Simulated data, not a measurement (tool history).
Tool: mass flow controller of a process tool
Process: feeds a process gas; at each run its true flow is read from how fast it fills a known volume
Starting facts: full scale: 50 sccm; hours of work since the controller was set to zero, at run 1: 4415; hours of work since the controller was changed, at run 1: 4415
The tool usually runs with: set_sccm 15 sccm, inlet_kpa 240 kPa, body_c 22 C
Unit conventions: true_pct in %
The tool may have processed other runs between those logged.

run	hour	set_sccm	inlet_kpa	body_c	hours of work since the controller was set to zero	hours of work since the controller was changed	true_pct
1	0	15	240	22	4415	4415	103.15
2	250.8	15	240	22	4571	4571	103.28
3	397.7	15	240	22	4662	4662	103.29
4	676.8	15	240	22	4835	4835	103.42
5	860.3	32	240	22	4949	4949	102.93
6	1116.8	32	240	22	5108	5108	103.24
7	1380.9	32	240	22	5272	5272	103.04
8	1580.1	32	240	22	5396	5396	103.18
9	1722.7	32	240	22	5484	5484	103.2
10	1944.8	32	240	22	5622	5622	103.24
11	2104.7	32	240	22	5721	5721	103.25
12	2373.6	32	240	38	5888	5888	102.19
13	2628.3	32	240	38	6046	6046	102.16
14	2773.9	17	240	22	6136	6136	104.05
15	2935.2	15	240	22	6236	6236	104.55
16	3179.6	15	240	22	6388	6388	104.64
17	3434.8	15	240	22	6546	6546	104.72
18	3718	15	240	22	6722	6722	105.03
19	3932.1	15	240	22	6855	6855	104.99
20	4209.5	15	240	22	7027	7027	105.08
21	4381.2	15	150	22	7133	7133	104.57
22	4640.1	15	240	22	7294	7294	105.32
23	4905.2	15	240	34	7458	7458	104.27
24	5124.7	15	240	34	7594	7594	104.44
25	5357.8	15	240	34	7739	7739	104.6
26	5622.2	14	240	39	7903	7903	104.39
27	5887	14	205	39	8067	8067	104.5
# hour 6016.2: controller's zero set anew
28	6057.8	40	205	39	26	8173	101.84
29	6201	23	222	22	115	8262	102.82
30	6347	42	240	22	205	8352	103.64
31	6603.8	9	192	34	365	8512	101.56
32	6788.5	10	187	33	479	8626	101.7
33	6961.2	10	187	33	586	8733	101.63
34	7113.1	7	204	21	680	8828	103.14
35	7250.2	7	204	21	766	8913	103.14
36	7410.9	7	204	21	865	9012	103.26
37	7533.7	7	204	21	941	9089	103.46
38	7788.8	15	257	24	1100	9247	103.44
39	7905.8	23	160	24	1172	9319	102.98
40	8091.8	31	201	24	1288	9435	103.32
41	8352.3	31	201	24	1449	9596	103.59
42	8608.2	32	184	39	1608	9755	102.28
43	8766.7	5	240	24	1706	9853	104.76
44	9019.7	15	248	22	1863	10010	104.04
45	9232.1	38	266	22	1995	10142	104.5
46	9514.7	6	197	22	2170	10317	104.94
# hour 9567: controller exchanged for a calibrated one
47	9665.7	6	197	22	61	61	98.96

Some steps in true_pct between neighbouring runs. How much of each would the tool show without its hidden state too (settings, what came in, random variation), and how much is left for the hidden state, with any gauge scatter that isn't in both results?
Hidden state at play: flow at rest that the sensor doesn't see, % of full scale; true flow over the shown one, %; drift of the gauge itself on true_pct, %.
Run 27 -> 28: set_sccm 14 -> 40, controller's zero set anew. true_pct -2.66 %: hidden state -3.6, all else +0.94.
Run 42 -> 43: set_sccm 32 -> 5, inlet_kpa 184 -> 240, body_c 39 -> 24. true_pct +2.48 %: hidden state +1.92, all else +0.56.
Run 45 -> 46: set_sccm 38 -> 6, inlet_kpa 266 -> 197. true_pct +0.44 %: hidden state +2.02, all else -1.58.
Run 46 -> 47: controller exchanged for a calibrated one. true_pct -5.98 %: hidden state -5.91, all else -0.07.

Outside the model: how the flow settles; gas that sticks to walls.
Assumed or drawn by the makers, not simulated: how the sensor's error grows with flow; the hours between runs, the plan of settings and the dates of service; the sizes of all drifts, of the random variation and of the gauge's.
